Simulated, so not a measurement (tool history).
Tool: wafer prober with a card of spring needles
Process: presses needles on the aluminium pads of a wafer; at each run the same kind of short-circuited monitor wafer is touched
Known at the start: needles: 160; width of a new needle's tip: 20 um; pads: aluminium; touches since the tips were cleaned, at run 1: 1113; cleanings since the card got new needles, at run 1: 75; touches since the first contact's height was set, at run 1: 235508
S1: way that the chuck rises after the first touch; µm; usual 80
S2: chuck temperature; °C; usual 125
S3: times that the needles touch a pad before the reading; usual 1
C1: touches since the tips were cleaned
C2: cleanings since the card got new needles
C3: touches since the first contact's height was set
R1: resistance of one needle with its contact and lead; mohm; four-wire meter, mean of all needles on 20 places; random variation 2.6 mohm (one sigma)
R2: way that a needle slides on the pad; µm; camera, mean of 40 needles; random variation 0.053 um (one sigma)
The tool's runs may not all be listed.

Run 1, hour 0.0: usual settings; C1 1113; C2 75; C3 235508. Result: R1 295 mohm, R2 17.33 µm.
At hour 4.7: tips cleaned on abrasive film.
At hour 13.4: tips cleaned on abrasive film.
Run 2, hour 16.5: usual settings; C1 1132; C2 77; C3 241320. Result: R1 298 mohm, R2 17.37 µm.
At hour 21.7: tips cleaned on abrasive film.
At hour 26.3: height of the first contact set anew.
Run 3, hour 27.6: usual settings but S3 2; C1 1984; C2 78; C3 466. Result: R1 294 mohm, R2 17.25 µm.
At hour 29.9: tips cleaned on abrasive film.
Run 4, hour 36.7: usual settings but S1 85 µm; C1 2407; C2 79; C3 3675. Result: R1 293 mohm, R2 18.49 µm.
At hour 38.1: tips cleaned on abrasive film.
At hour 47.0: tips cleaned on abrasive film.
Run 5, hour 54.3: usual settings but S1 85 µm; C1 2585; C2 81; C3 9869. Result: R1 291 mohm, R2 18.48 µm.
At hour 56.0: tips cleaned on abrasive film.
At hour 64.5: tips cleaned on abrasive film.
Run 6, hour 64.6: usual settings but S1 85 µm; C1 37; C2 83; C3 13457. Result: R1 297 mohm, R2 18.46 µm.
At hour 72.4: tips cleaned on abrasive film.
Run 7, hour 78.2: usual settings but S1 85 µm; C1 2087; C2 84; C3 18268. Result: R1 298 mohm, R2 18.57 µm.
At hour 80.9: tips cleaned on abrasive film.
Run 8, hour 86.9: usual settings; C1 2122; C2 85; C3 21309. Result: R1 296 mohm, R2 17.38 µm.
At hour 89.6: tips cleaned on abrasive film.
At hour 97.9: tips cleaned on abrasive film.
Run 9, hour 101.7: usual settings; C1 1339; C2 87; C3 26493. Result: R1 295 mohm, R2 17.44 µm.
At hour 106.4: tips cleaned on abrasive film.
At hour 114.4: tips cleaned on abrasive film.
Run 10, hour 118.0: usual settings; C1 1275; C2 89; C3 32225. Result: R1 294 mohm, R2 17.43 µm.
At hour 123.2: tips cleaned on abrasive film.
Run 11, hour 126.1: usual settings but S1 87 µm; C1 1021; C2 90; C3 35063. Result: R1 293 mohm, R2 18.96 µm.
At hour 131.8: tips cleaned on abrasive film.
Run 12, hour 134.2: usual settings; C1 854; C2 91; C3 37905. Result: R1 296 mohm, R2 17.46 µm.
At hour 140.0: tips cleaned on abrasive film.
Run 13, hour 143.5: usual settings; C1 1238; C2 92; C3 41202. Result: R1 298 mohm, R2 17.38 µm.
At hour 148.7: tips cleaned on abrasive film.
At hour 157.2: tips cleaned on abrasive film.
Run 14, hour 158.9: usual settings; C1 609; C2 94; C3 46611. Result: R1 294 mohm, R2 17.59 µm.
At hour 165.2: tips cleaned on abrasive film.
Run 15, hour 169.6: usual settings; C1 1540; C2 95; C3 50354. Result: R1 299 mohm, R2 17.47 µm.
At hour 173.3: tips cleaned on abrasive film.
At hour 182.3: tips cleaned on abrasive film.
Run 16, hour 185.7: usual settings but S2 89 °C, S3 2; C1 1203; C2 97; C3 56005. Result: R1 287 mohm, R2 17.46 µm.
At hour 191.3: tips cleaned on abrasive film.
At hour 199.6: tips cleaned on abrasive film.
Run 17, hour 202.9: usual settings but S2 53 °C, S3 3; C1 1151; C2 99; C3 62056. Result: R1 276 mohm, R2 17.55 µm.
At hour 208.7: tips cleaned on abrasive film.
At hour 217.3: tips cleaned on abrasive film.
Run 18, hour 218.3: usual settings but S3 3; C1 339; C2 101; C3 67463. Result: R1 294 mohm, R2 17.57 µm.
At hour 225.7: tips cleaned on abrasive film.
Run 19, hour 227.4: usual settings but S3 2; C1 619; C2 102; C3 70666. Result: R1 295 mohm, R2 17.64 µm.
At hour 234.0: tips cleaned on abrasive film.
At hour 242.3: tips cleaned on abrasive film.
Run 20, hour 243.7: usual settings but S3 2; C1 510; C2 104; C3 76400. Result: R1 296 mohm, R2 17.57 µm.
At hour 250.7: tips cleaned on abrasive film.
At hour 259.3: tips cleaned on abrasive film.
Run 21, hour 260.1: usual settings but S3 2; C1 279; C2 106; C3 82156. Result: R1 295 mohm, R2 17.60 µm.
At hour 268.5: tips cleaned on abrasive film.
Run 22, hour 273.0: usual settings but S1 65 µm, S2 77 °C, S3 3; C1 1607; C2 107; C3 86712. Result: R1 286 mohm, R2 14.37 µm.
At hour 276.4: tips cleaned on abrasive film.
At hour 285.2: tips cleaned on abrasive film.
Run 23, hour 286.8: usual settings but S1 71 µm, S2 42 °C; C1 569; C2 109; C3 91552. Result: R1 274 mohm, R2 15.63 µm.
At hour 293.7: tips cleaned on abrasive film.
Run 24, hour 296.1: usual settings but S1 71 µm, S2 42 °C; C1 860; C2 110; C3 94826. Result: R1 267 mohm, R2 15.63 µm.
At hour 302.4: tips cleaned on abrasive film.
At hour 310.6: tips cleaned on abrasive film.
Run 25, hour 314.5: usual settings but S1 66 µm, S2 46 °C; C1 1408; C2 112; C3 101302. Result: R1 277 mohm, R2 14.48 µm.
At hour 318.7: tips cleaned on abrasive film.
Run 26, hour 324.0: usual settings but S1 67 µm, S2 105 °C, S3 2; C1 1878; C2 113; C3 104622. Result: R1 292 mohm, R2 14.78 µm.
At hour 326.7: tips cleaned on abrasive film.
Run 27, hour 332.7: usual settings but S1 75 µm, S2 59 °C; C1 2119; C2 114; C3 107685. Result: R1 281 mohm, R2 16.56 µm.
At hour 336.0: tips cleaned on abrasive film.
Run 28, hour 343.2: usual settings but S1 83 µm, S2 51 °C, S3 2; C1 2584; C2 115; C3 111395. Result: R1 273 mohm, R2 18.46 µm.
At hour 344.4: tips cleaned on abrasive film.
Run 29, hour 351.6: usual settings but S1 93 µm, S2 26 °C, S3 2; C1 2567; C2 116; C3 114345. Result: R1 264 mohm, R2 20.60 µm.
At hour 352.9: tips cleaned on abrasive film.
At hour 360.9: tips cleaned on abrasive film.
Run 30, hour 364.5: usual settings but S1 71 µm, S2 51 °C, S3 2; C1 1268; C2 118; C3 118844. Result: R1 278 mohm, R2 15.84 µm.

Forecast each of these 4 alternatives for the next run:
At hour 367.1: gauge calibrated.
At hour 369.2: tips cleaned on abrasive film.
At hour 378.5: tips cleaned on abrasive film.
Run A, hour 382.0: usual settings but S1 81 µm, S2 51 °C; C1 1233; C2 120; C3 124989. Result: R1 ?, R2 ?.
At hour 367.1: gauge calibrated.
At hour 369.2: tips cleaned on abrasive film.
At hour 378.5: tips cleaned on abrasive film.
Run B, hour 382.0: usual settings but S1 71 µm, S2 51 °C, S3 2; C1 1233; C2 120; C3 124989. Result: R1 ?, R2 ?.
At hour 367.1: gauge calibrated.
At hour 369.2: tips cleaned on abrasive film.
At hour 378.5: tips cleaned on abrasive film.
Run C, hour 382.0: usual settings but S1 89 µm, S2 60 °C, S3 3; C1 1233; C2 120; C3 124989. Result: R1 ?, R2 ?.
At hour 367.1: gauge calibrated.
At hour 369.2: tips cleaned on abrasive film.
At hour 378.5: tips cleaned on abrasive film.
Run D, hour 382.0: usual settings but S1 68 µm, S2 51 °C, S3 2; C1 1233; C2 120; C3 124989. Result: R1 ?, R2 ?.

run   R1     R2
  A  276  17.53
  B  279  15.34
  C  276  19.31
  D  275  14.80
Without the tool's hidden state the same runs would have given:
run   R1     R2
  A  275  17.51
  B  279  15.33
  C  276  19.30
  D  274  14.79

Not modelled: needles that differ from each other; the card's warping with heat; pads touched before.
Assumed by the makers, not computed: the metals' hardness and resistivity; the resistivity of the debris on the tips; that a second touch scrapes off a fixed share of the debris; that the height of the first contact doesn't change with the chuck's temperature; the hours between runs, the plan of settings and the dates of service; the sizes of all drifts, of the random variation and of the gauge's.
